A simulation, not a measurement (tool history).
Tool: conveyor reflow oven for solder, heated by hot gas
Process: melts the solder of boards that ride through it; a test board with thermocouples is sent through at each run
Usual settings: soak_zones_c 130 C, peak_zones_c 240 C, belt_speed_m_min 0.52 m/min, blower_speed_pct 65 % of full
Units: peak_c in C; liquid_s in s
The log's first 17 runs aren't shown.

run	day	soak_zones_c	peak_zones_c	belt_speed_m_min	blower_speed_pct	hours of work since the flux was cleaned out	hours of work since the belt drive was overhauled	hours of work since the thermocouples were changed	peak_c	liquid_s
18	19.396	130	240	0.52	65	42	616	616	217.4	49.8
19	20.05	130	240	0.52	65	52	627	627	217.6	49.8
20	21.246	142	240	0.52	56	72	646	646	217.5	53.5
21	22.092	136	250	0.436	56	85	660	660	231.3	72.2
22	23.225	129	250	0.532	78	104	678	678	227.9	54.5
23	24.446	139	238	0.609	51	124	698	698	206.4	35.1
24	25.858	145	240	0.52	65	146	721	721	219.4	56
25	27.246	145	240	0.52	65	169	743	743	219.1	55.9
26	28.471	119	250	0.52	65	189	763	763	221.5	49.9
27	29.879	140	231	0.52	65	212	786	786	210.1	47.2
# day 30.479: flux residue cleaned out of gas plates and filters
28	30.983	140	241	0.466	65	8	800	800	224.7	65.3
29	31.617	140	241	0.466	65	18	811	811	224.4	64.8
30	32.592	140	241	0.466	65	34	826	826	223.9	64.8

Forecast each of these 5 alternatives for the next run:
A	33.788	115	241	0.466	54	54	846	846	?	?
B	33.788	137	243	0.466	65	54	846	846	?	?
C	33.788	140	242	0.466	58	54	846	846	?	?
D	33.788	131	240	0.52	78	54	846	846	?	?
E	33.788	130	237	0.494	65	54	846	846	?	?

run	peak_c	liquid_s
A	216.6	50.9
B	224.6	64.4
C	222.9	64.4
D	220.6	53.4
E	217.1	52.9
Without the tool's hidden state the same runs would have given:
run	peak_c	liquid_s
A	217.4	50.4
B	225.6	63.6
C	223.8	63.5
D	221.6	52.8
E	218	52.4
